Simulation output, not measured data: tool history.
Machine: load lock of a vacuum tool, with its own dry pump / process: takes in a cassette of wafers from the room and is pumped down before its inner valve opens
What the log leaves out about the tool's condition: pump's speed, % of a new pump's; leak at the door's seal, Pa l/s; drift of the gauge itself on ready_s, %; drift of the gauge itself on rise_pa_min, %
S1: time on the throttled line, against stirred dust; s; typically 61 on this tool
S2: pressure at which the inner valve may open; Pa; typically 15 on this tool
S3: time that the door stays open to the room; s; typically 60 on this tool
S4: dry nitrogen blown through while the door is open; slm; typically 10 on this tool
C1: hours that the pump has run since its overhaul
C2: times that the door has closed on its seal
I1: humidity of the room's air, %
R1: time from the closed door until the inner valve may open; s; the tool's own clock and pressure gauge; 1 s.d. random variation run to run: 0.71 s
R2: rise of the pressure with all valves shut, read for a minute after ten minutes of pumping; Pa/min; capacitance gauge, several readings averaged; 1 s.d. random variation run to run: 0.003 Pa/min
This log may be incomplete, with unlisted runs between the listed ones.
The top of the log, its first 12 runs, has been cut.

Run 13, hour 4115.1: usual settings; C1 15175; C2 3177; I1 44.1. Result: R1 108 s, R2 0.056 Pa/min.
Run 14, hour 4363.6: usual settings but S4 36 slm; C1 15424; C2 3912; I1 47.3. Result: R1 107.5 s, R2 0.032 Pa/min.
Run 15, hour 4788.8: usual settings but S4 36 slm; C1 15849; C2 5169; I1 48.4. Result: R1 107.9 s, R2 0.033 Pa/min.
Run 16, hour 5065.5: usual settings but S4 36 slm; C1 16126; C2 5987; I1 48.6. Result: R1 108.2 s, R2 0.031 Pa/min.
At hour 5337.9: dry pump taken out, an overhauled one fitted.
Run 17, hour 5359.1: usual settings but S1 47 s; C1 21; C2 6837; I1 41.2. Result: R1 95.4 s, R2 0.046 Pa/min.
Run 18, hour 5634.6: usual settings but S3 199 s; C1 297; C2 7652; I1 46.7. Result: R1 107.4 s, R2 0.128 Pa/min.
Run 19, hour 5988.2: usual settings but S3 199 s; C1 650; C2 8697; I1 41.9. Result: R1 108.1 s, R2 0.121 Pa/min.
Run 20, hour 6355.8: usual settings but S3 199 s; C1 1018; C2 9784; I1 42.4. Result: R1 107 s, R2 0.122 Pa/min.
Run 21, hour 6645.2: usual settings but S2 24 Pa, S4 8 slm; C1 1307; C2 10639; I1 47.3. Result: R1 104.9 s, R2 0.054 Pa/min.
Run 22, hour 6854.2: usual settings but S2 24 Pa, S4 8 slm; C1 1516; C2 11257; I1 48.2. Result: R1 105.2 s, R2 0.062 Pa/min.
Run 23, hour 7203.5: usual settings but S2 24 Pa, S4 8 slm; C1 1866; C2 12290; I1 42.8. Result: R1 104.8 s, R2 0.058 Pa/min.
Run 24, hour 7449.6: usual settings but S2 24 Pa, S4 8 slm; C1 2112; C2 13017; I1 48.1. Result: R1 104.2 s, R2 0.063 Pa/min.
Run 25, hour 7726.7: usual settings but S2 19 Pa, S4 40 slm; C1 2389; C2 13836; I1 44.3. Result: R1 105.4 s, R2 0.036 Pa/min.
Run 26, hour 8014.6: usual settings but S1 36 s, S2 19 Pa, S4 30 slm; C1 2677; C2 14688; I1 46.9. Result: R1 85.1 s, R2 0.041 Pa/min.
Run 27, hour 8381.9: usual settings but S1 50 s, S2 19 Pa, S4 30 slm; C1 3044; C2 15773; I1 44.3. Result: R1 97.5 s, R2 0.042 Pa/min.
Run 28, hour 8706.3: usual settings but S1 50 s, S2 19 Pa, S4 30 slm; C1 3368; C2 16732; I1 44.5. Result: R1 97.4 s, R2 0.035 Pa/min.
Run 29, hour 9123.8: usual settings but S1 50 s, S2 19 Pa, S4 30 slm; C1 3786; C2 17966; I1 46.2. Result: R1 97.4 s, R2 0.041 Pa/min.

Run 30, settings as shown, results not yet in. Your forecast:
Run 30, hour 9512.7: usual settings but S1 31 s, S2 14 Pa, S3 55 s; C1 4175; C2 19116; I1 43.3. Result: R1 ?, R2 ?.

Run 30 came out at R1 82.5 s, R2 0.044 Pa/min.
With the hidden condition absent and the run-to-run variation left alone, this run would have shown R1 82.5 s, R2 0.043 Pa/min.
